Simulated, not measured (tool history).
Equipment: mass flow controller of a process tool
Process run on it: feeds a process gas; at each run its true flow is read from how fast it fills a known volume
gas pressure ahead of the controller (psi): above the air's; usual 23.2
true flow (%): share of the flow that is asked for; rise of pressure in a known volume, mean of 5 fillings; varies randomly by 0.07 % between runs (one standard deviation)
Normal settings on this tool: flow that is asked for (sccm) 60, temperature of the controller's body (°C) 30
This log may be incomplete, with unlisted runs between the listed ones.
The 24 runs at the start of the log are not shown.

| run | hour | flow that is asked for (sccm) | gas pressure ahead of the controller (psi) | temperature of the controller's body (°C) | hours of work since the controller was set to zero | hours of work since the controller was changed | true flow (%) |
|---|---|---|---|---|---|---|---|
| 25 | 2714.3 | 60 | 23.2 | 22 | 7183 | 7183 | 99.15 |
| 26 | 2794.1 | 12 | 38.3 | 29 | 7233 | 7233 | 98.1 |
| 27 | 2888.8 | 10 | 38.9 | 35 | 7291 | 7291 | 97.62 |
| 28 | 3045.5 | 18 | 27.8 | 38 | 7388 | 7388 | 97.42 |
| 29 | 3170.8 | 18 | 27.8 | 38 | 7465 | 7465 | 97.19 |
| 30 | 3278.2 | 11 | 36.5 | 30 | 7532 | 7532 | 98.02 |
| 31 | 3358 | 48 | 21.6 | 30 | 7581 | 7581 | 98.35 |
| 32 | 3476 | 60 | 23.2 | 27 | 7654 | 7654 | 99 |
| 33 | 3557.5 | 60 | 37.4 | 31 | 7705 | 7705 | 98.95 |
| 34 | 3651 | 28 | 40.3 | 24 | 7762 | 7762 | 98.87 |
| 35 | 3759.9 | 12 | 23.2 | 32 | 7830 | 7830 | 97.43 |
| 36 | 3823.8 | 10 | 39.3 | 30 | 7869 | 7869 | 97.91 |
| 37 | 3937.5 | 60 | 29.6 | 30 | 7939 | 7939 | 98.8 |
| 38 | 4016.4 | 60 | 27.6 | 23 | 7988 | 7988 | 99.18 |
| 39 | 4108.4 | 34 | 34.4 | 29 | 8045 | 8045 | 98.54 |
| 40 | 4227.5 | 34 | 25.2 | 31 | 8119 | 8119 | 97.95 |
|  | 4273.5 | controller exchanged for a calibrated one |
| 41 | 4383.9 | 60 | 38 | 35 | 68 | 68 | 98.95 |
| 42 | 4463.7 | 11 | 23.2 | 38 | 118 | 118 | 97.11 |

Each row is a separate what-if for the run after 42, all from the same tool condition, not one after another. Results?
| A | 4579.5 | 18 | 32.6 | 37 | 189 | 189 | ? |
| B | 4579.5 | 16 | 33.1 | 38 | 189 | 189 | ? |
| C | 4579.5 | 17 | 21.5 | 38 | 189 | 189 | ? |
| D | 4579.5 | 60 | 25.2 | 30 | 189 | 189 | ? |

| run | true flow (%) |
|---|---|
| A | 97.53 |
| B | 97.36 |
| C | 97.13 |
| D | 98.72 |
Without the tool's hidden state the same runs would have given:
| run | true flow (%) |
|---|---|
| A | 97.53 |
| B | 97.37 |
| C | 97.13 |
| D | 98.72 |
